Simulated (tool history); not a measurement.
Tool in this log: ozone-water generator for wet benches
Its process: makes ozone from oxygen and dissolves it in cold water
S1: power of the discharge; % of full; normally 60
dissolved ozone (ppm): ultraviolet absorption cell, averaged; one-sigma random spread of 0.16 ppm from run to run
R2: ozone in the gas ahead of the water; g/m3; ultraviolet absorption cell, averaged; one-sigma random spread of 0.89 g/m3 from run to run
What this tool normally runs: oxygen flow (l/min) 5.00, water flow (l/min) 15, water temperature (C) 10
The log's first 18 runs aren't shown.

{"run": 19, "hour": 1017.3, "S1": 60, "oxygen flow (l/min)": 7.24, "water flow (l/min)": 15, "water temperature (C)": 16, "dissolved ozone (ppm)": 18.2, "R2": 121.7}
{"run": 20, "hour": 1103.3, "S1": 60, "oxygen flow (l/min)": 7.24, "water flow (l/min)": 15, "water temperature (C)": 16, "dissolved ozone (ppm)": 18.3, "R2": 120.3}
{"run": 21, "hour": 1150.7, "S1": 60, "oxygen flow (l/min)": 7.24, "water flow (l/min)": 15, "water temperature (C)": 16, "dissolved ozone (ppm)": 18.1, "R2": 121.2}
{"run": 22, "hour": 1200.8, "S1": 60, "oxygen flow (l/min)": 5.0, "water flow (l/min)": 15, "water temperature (C)": 6, "dissolved ozone (ppm)": 20.5, "R2": 141.1}
{"run": 23, "hour": 1284.6, "S1": 83, "oxygen flow (l/min)": 3.33, "water flow (l/min)": 15, "water temperature (C)": 10, "dissolved ozone (ppm)": 22.0, "R2": 205.7}
{"run": 24, "hour": 1339.2, "S1": 60, "oxygen flow (l/min)": 5.0, "water flow (l/min)": 10, "water temperature (C)": 10, "dissolved ozone (ppm)": 26.4, "R2": 141.4}
{"run": 25, "hour": 1425.6, "S1": 60, "oxygen flow (l/min)": 4.82, "water flow (l/min)": 15, "water temperature (C)": 7, "dissolved ozone (ppm)": 20.0, "R2": 143.3}
{"run": 26, "hour": 1508.1, "S1": 59, "oxygen flow (l/min)": 5.34, "water flow (l/min)": 15, "water temperature (C)": 16, "dissolved ozone (ppm)": 17.7, "R2": 137.1}
{"run": 27, "hour": 1573.0, "S1": 42, "oxygen flow (l/min)": 7.63, "water flow (l/min)": 16, "water temperature (C)": 16, "dissolved ozone (ppm)": 13.7, "R2": 94.1}
{"run": 28, "hour": 1648.5, "S1": 42, "oxygen flow (l/min)": 7.63, "water flow (l/min)": 16, "water temperature (C)": 16, "dissolved ozone (ppm)": 13.7, "R2": 94.9}
{"run": 29, "hour": 1712.1, "S1": 52, "oxygen flow (l/min)": 5.0, "water flow (l/min)": 11, "water temperature (C)": 10, "dissolved ozone (ppm)": 22.1, "R2": 129.8}
{"run": 30, "hour": 1752.9, "S1": 52, "oxygen flow (l/min)": 5.0, "water flow (l/min)": 11, "water temperature (C)": 10, "dissolved ozone (ppm)": 22.3, "R2": 128.9}
{"run": 31, "hour": 1796.6, "S1": 52, "oxygen flow (l/min)": 5.0, "water flow (l/min)": 15, "water temperature (C)": 10, "dissolved ozone (ppm)": 17.7, "R2": 130.4}
{"run": 32, "hour": 1874.4, "S1": 72, "oxygen flow (l/min)": 8.91, "water flow (l/min)": 11, "water temperature (C)": 6, "dissolved ozone (ppm)": 29.3, "R2": 122.8}
{"run": 33, "hour": 1934.2, "S1": 72, "oxygen flow (l/min)": 4.67, "water flow (l/min)": 19, "water temperature (C)": 6, "dissolved ozone (ppm)": 18.1, "R2": 161.1}

Below are 4 alternative next runs, each starting from the tool's condition after run 33. Predict each:
{"hour": 1952.7, "done": "water thermometer calibrated"}
{"run": "A", "hour": 1987.6, "S1": 72, "oxygen flow (l/min)": 4.67, "water flow (l/min)": 14, "water temperature (C)": 6, "dissolved ozone (ppm)": "?", "R2": "?"}
{"hour": 1952.7, "done": "water thermometer calibrated"}
{"run": "B", "hour": 1987.6, "S1": 60, "oxygen flow (l/min)": 8.76, "water flow (l/min)": 12, "water temperature (C)": 6, "dissolved ozone (ppm)": "?", "R2": "?"}
{"hour": 1952.7, "done": "water thermometer calibrated"}
{"run": "C", "hour": 1987.6, "S1": 72, "oxygen flow (l/min)": 4.67, "water flow (l/min)": 16, "water temperature (C)": 10, "dissolved ozone (ppm)": "?", "R2": "?"}
{"hour": 1952.7, "done": "water thermometer calibrated"}
{"run": "D", "hour": 1987.6, "S1": 72, "oxygen flow (l/min)": 4.67, "water flow (l/min)": 13, "water temperature (C)": 6, "dissolved ozone (ppm)": "?", "R2": "?"}

run=A dissolved_ozone_(ppm)=23.7 R2=161.2
run=B dissolved_ozone_(ppm)=24.9 R2=111.0
run=C dissolved_ozone_(ppm)=20.1 R2=163.8
run=D dissolved_ozone_(ppm)=25.7 R2=162.8
Stripped of hidden state, with their random variation kept, the same runs would have yielded:
run=A dissolved_ozone_(ppm)=25.2 R2=170.9
run=B dissolved_ozone_(ppm)=26.3 R2=116.9
run=C dissolved_ozone_(ppm)=21.4 R2=173.6
run=D dissolved_ozone_(ppm)=27.3 R2=172.6

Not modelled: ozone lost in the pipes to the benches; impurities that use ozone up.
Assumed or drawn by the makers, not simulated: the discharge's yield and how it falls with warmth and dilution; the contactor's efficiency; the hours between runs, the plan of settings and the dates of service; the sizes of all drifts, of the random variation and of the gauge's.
